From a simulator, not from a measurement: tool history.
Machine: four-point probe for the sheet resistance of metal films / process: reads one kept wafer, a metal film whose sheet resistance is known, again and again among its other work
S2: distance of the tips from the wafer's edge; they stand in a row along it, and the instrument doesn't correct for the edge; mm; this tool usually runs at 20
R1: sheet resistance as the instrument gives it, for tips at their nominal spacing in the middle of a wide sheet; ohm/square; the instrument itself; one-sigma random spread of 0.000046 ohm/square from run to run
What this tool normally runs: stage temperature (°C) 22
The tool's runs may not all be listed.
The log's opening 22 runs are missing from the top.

{"run": 23, "hour": 534.5, "stage temperature (°C)": 22, "S2": 20, "R1": 0.231342}
{"run": 24, "hour": 550.4, "stage temperature (°C)": 30, "S2": 5, "R1": 0.24043}
{"run": 25, "hour": 578.6, "stage temperature (°C)": 26, "S2": 3, "R1": 0.252002}
{"run": 26, "hour": 603.9, "stage temperature (°C)": 26, "S2": 7, "R1": 0.235796}
{"run": 27, "hour": 623.2, "stage temperature (°C)": 24, "S2": 7, "R1": 0.235403}
{"run": 28, "hour": 646.5, "stage temperature (°C)": 28, "S2": 39, "R1": 0.232337}
{"run": 29, "hour": 670.1, "stage temperature (°C)": 21, "S2": 8, "R1": 0.233827}
{"run": 30, "hour": 687.9, "stage temperature (°C)": 21, "S2": 8, "R1": 0.233792}
{"run": 31, "hour": 711.5, "stage temperature (°C)": 22, "S2": 9, "R1": 0.233411}
{"run": 32, "hour": 727.3, "stage temperature (°C)": 22, "S2": 7, "R1": 0.234998}
{"run": 33, "hour": 747.0, "stage temperature (°C)": 35, "S2": 3, "R1": 0.254182}
{"run": 34, "hour": 776.1, "stage temperature (°C)": 27, "S2": 11, "R1": 0.233795}
{"run": 35, "hour": 799.7, "stage temperature (°C)": 22, "S2": 42, "R1": 0.231176}
{"run": 36, "hour": 827.3, "stage temperature (°C)": 35, "S2": 66, "R1": 0.23398}
{"run": 37, "hour": 856.3, "stage temperature (°C)": 20, "S2": 46, "R1": 0.230711}
{"run": 38, "hour": 878.1, "stage temperature (°C)": 20, "S2": 46, "R1": 0.230707}
{"run": 39, "hour": 900.6, "stage temperature (°C)": 25, "S2": 3, "R1": 0.251988}
{"run": 40, "hour": 914.2, "stage temperature (°C)": 31, "S2": 3, "R1": 0.253543}
{"run": 41, "hour": 933.6, "stage temperature (°C)": 23, "S2": 6, "R1": 0.236814}
{"run": 42, "hour": 959.6, "stage temperature (°C)": 20, "S2": 22, "R1": 0.231158}
{"run": 43, "hour": 989.4, "stage temperature (°C)": 20, "S2": 22, "R1": 0.23117}
{"run": 44, "hour": 1006.0, "stage temperature (°C)": 20, "S2": 22, "R1": 0.231117}
{"run": 45, "hour": 1031.5, "stage temperature (°C)": 20, "S2": 22, "R1": 0.231212}

Forecast each of these 4 alternatives for the next run:
{"run": "A", "hour": 1056.4, "stage temperature (°C)": 31, "S2": 46, "R1": "?"}
{"run": "B", "hour": 1056.4, "stage temperature (°C)": 31, "S2": 27, "R1": "?"}
{"run": "C", "hour": 1056.4, "stage temperature (°C)": 20, "S2": 6, "R1": "?"}
{"run": "D", "hour": 1056.4, "stage temperature (°C)": 30, "S2": 4, "R1": "?"}

run=A R1=0.233337
run=B R1=0.23354
run=C R1=0.23617
run=D R1=0.245004
The same runs, with their run-to-run variation unchanged, on a tool lacking any hidden condition would have given:
run=A R1=0.231654
run=B R1=0.231856
run=C R1=0.234473
run=D R1=0.243245
